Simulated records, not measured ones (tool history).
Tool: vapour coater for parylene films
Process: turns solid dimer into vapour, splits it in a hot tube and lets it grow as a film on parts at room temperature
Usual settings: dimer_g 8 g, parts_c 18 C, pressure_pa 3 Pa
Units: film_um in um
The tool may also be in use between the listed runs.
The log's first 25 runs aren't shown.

run 26 hour=1500.9 | dimer_g=4 parts_c=26 pressure_pa=2.17 | film_um=0.7
run 27 hour=1572 | dimer_g=9 parts_c=17 pressure_pa=2.1 | film_um=1.91
-- hour=1611.4 trap's valve overhauled
run 28 hour=1613.2 | dimer_g=9 parts_c=17 pressure_pa=2.1 | film_um=2.18
run 29 hour=1691.3 | dimer_g=12 parts_c=13 pressure_pa=4.71 | film_um=2.74
run 30 hour=1735.7 | dimer_g=8 parts_c=12 pressure_pa=3 | film_um=2.01
run 31 hour=1787.2 | dimer_g=8 parts_c=12 pressure_pa=3 | film_um=1.99
run 32 hour=1855 | dimer_g=4 parts_c=12 pressure_pa=5.75 | film_um=0.91
run 33 hour=1944.2 | dimer_g=4 parts_c=18 pressure_pa=5.75 | film_um=0.8
run 34 hour=1984.1 | dimer_g=8 parts_c=25 pressure_pa=2.41 | film_um=1.54
run 35 hour=2036.2 | dimer_g=8 parts_c=25 pressure_pa=2.41 | film_um=1.52
run 36 hour=2110.8 | dimer_g=4 parts_c=18 pressure_pa=3 | film_um=0.86

Forecast each of these 4 alternatives for the next run:
run A hour=2158.2 | dimer_g=4 parts_c=11 pressure_pa=3.31 | film_um=?
run B hour=2158.2 | dimer_g=10 parts_c=17 pressure_pa=3.47 | film_um=?
run C hour=2158.2 | dimer_g=4 parts_c=19 pressure_pa=3 | film_um=?
run D hour=2158.2 | dimer_g=6 parts_c=18 pressure_pa=2.51 | film_um=?

run=A film_um=0.96
run=B film_um=2.09
run=C film_um=0.82
run=D film_um=1.3
Without the tool's hidden state the same runs would have given:
run=A film_um=1.03
run=B film_um=2.25
run=C film_um=0.88
run=D film_um=1.39
